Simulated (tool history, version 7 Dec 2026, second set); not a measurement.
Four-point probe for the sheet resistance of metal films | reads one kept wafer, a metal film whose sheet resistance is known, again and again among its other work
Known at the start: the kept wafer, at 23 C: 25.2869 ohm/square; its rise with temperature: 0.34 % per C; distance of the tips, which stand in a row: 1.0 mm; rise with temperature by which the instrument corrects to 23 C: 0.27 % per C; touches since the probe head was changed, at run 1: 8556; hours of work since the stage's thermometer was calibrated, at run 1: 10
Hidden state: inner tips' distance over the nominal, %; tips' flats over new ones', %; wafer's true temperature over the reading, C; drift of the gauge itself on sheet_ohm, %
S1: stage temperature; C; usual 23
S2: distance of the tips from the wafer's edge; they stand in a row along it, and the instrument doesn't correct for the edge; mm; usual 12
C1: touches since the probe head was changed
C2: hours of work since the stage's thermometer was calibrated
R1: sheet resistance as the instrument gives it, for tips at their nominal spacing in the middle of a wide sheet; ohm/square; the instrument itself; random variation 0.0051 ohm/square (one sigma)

run 1 day=0 | S1=23 S2=12 | C1=8556 C2=10 | R1=25.328654
run 2 day=0.442 | S1=23 S2=12 | C1=8714 C2=16 | R1=25.34178
run 3 day=0.979 | S1=23 S2=12 | C1=8905 C2=23 | R1=25.326642
run 4 day=1.546 | S1=23 S2=12 | C1=9107 C2=31 | R1=25.330105
run 5 day=1.867 | S1=23 S2=12 | C1=9221 C2=35 | R1=25.338538
run 6 day=2.412 | S1=23 S2=60 | C1=9416 C2=43 | R1=25.239693
run 7 day=3.083 | S1=23 S2=60 | C1=9655 C2=52 | R1=25.242561
run 8 day=3.608 | S1=23 S2=60 | C1=9843 C2=59 | R1=25.246227
run 9 day=4.012 | S1=23 S2=60 | C1=9987 C2=65 | R1=25.236123
run 10 day=4.521 | S1=23 S2=60 | C1=10169 C2=72 | R1=25.243144
run 11 day=5.254 | S1=23 S2=60 | C1=10429 C2=82 | R1=25.236974
run 12 day=5.612 | S1=18 S2=60 | C1=10558 C2=87 | R1=25.155445
run 13 day=6.012 | S1=18 S2=60 | C1=10701 C2=92 | R1=25.159212
run 14 day=6.621 | S1=18 S2=60 | C1=10917 C2=101 | R1=25.156303
run 15 day=7.092 | S1=18 S2=60 | C1=11085 C2=107 | R1=25.15672
run 16 day=7.708 | S1=23 S2=10 | C1=11306 C2=116 | R1=25.360494
run 17 day=8.067 | S1=23 S2=12 | C1=11433 C2=120 | R1=25.32751
-- day=8.142 stage's thermometer calibrated
run 18 day=8.55 | S1=23 S2=12 | C1=11599 C2=6 | R1=25.329184
run 19 day=8.871 | S1=23 S2=12 | C1=11712 C2=10 | R1=25.329492
run 20 day=9.592 | S1=23 S2=18 | C1=11970 C2=20 | R1=25.277844
run 21 day=10.317 | S1=23 S2=36 | C1=12228 C2=30 | R1=25.247126
run 22 day=10.846 | S1=23 S2=36 | C1=12416 C2=37 | R1=25.238884
run 23 day=11.396 | S1=23 S2=36 | C1=12613 C2=45 | R1=25.246137
-- day=11.817 stage's thermometer calibrated, once more
run 24 day=12.042 | S1=19 S2=57 | C1=12836 C2=3 | R1=25.169774
run 25 day=12.504 | S1=19 S2=57 | C1=13001 C2=9 | R1=25.161792
run 26 day=12.9 | S1=23 S2=46 | C1=13142 C2=15 | R1=25.23036
run 27 day=13.433 | S1=22 S2=12 | C1=13333 C2=22 | R1=25.319084
run 28 day=13.846 | S1=22 S2=4 | C1=13480 C2=28 | R1=26.038054
run 29 day=14.204 | S1=23 S2=68 | C1=13607 C2=33 | R1=25.236112
run 30 day=14.571 | S1=26 S2=13 | C1=13738 C2=38 | R1=25.360042
run 31 day=14.979 | S1=26 S2=13 | C1=13884 C2=43 | R1=25.365426
run 32 day=15.333 | S1=23 S2=23 | C1=14010 C2=48 | R1=25.257271
run 33 day=15.767 | S1=19 S2=14 | C1=14164 C2=54 | R1=25.225845
run 34 day=16.112 | S1=19 S2=14 | C1=14288 C2=59 | R1=25.231801
run 35 day=16.55 | S1=19 S2=7 | C1=14444 C2=65 | R1=25.428889
run 36 day=16.988 | S1=23 S2=13 | C1=14599 C2=71 | R1=25.310654
run 37 day=17.392 | S1=33 S2=11 | C1=14744 C2=76 | R1=25.50851
run 38 day=17.688 | S1=24 S2=50 | C1=14849 C2=80 | R1=25.264464
run 39 day=18.017 | S1=29 S2=3 | C1=14967 C2=85 | R1=26.759654
run 40 day=18.321 | S1=29 S2=3 | C1=15075 C2=89 | R1=26.75425
run 41 day=19 | S1=22 S2=17 | C1=15317 C2=98 | R1=25.253501
run 42 day=19.442 | S1=22 S2=17 | C1=15475 C2=104 | R1=25.25325
run 43 day=20.012 | S1=29 S2=3 | C1=15678 C2=112 | R1=26.755597
run 44 day=20.346 | S1=24 S2=18 | C1=15797 C2=117 | R1=25.288067
run 45 day=21.067 | S1=34 S2=8 | C1=16054 C2=127 | R1=25.621231

Forecast each of these 3 alternatives for the next run:
run A day=21.629 | S1=32 S2=10 | C1=16256 C2=134 | R1=?
run B day=21.629 | S1=18 S2=32 | C1=16256 C2=134 | R1=?
run C day=21.629 | S1=22 S2=3 | C1=16256 C2=134 | R1=?

run=A R1=25.510907
run=B R1=25.151257
run=C R1=26.631284
Without the tool's hidden state the same runs would have given:
run=A R1=25.57046
run=B R1=25.20993
run=C R1=26.693138
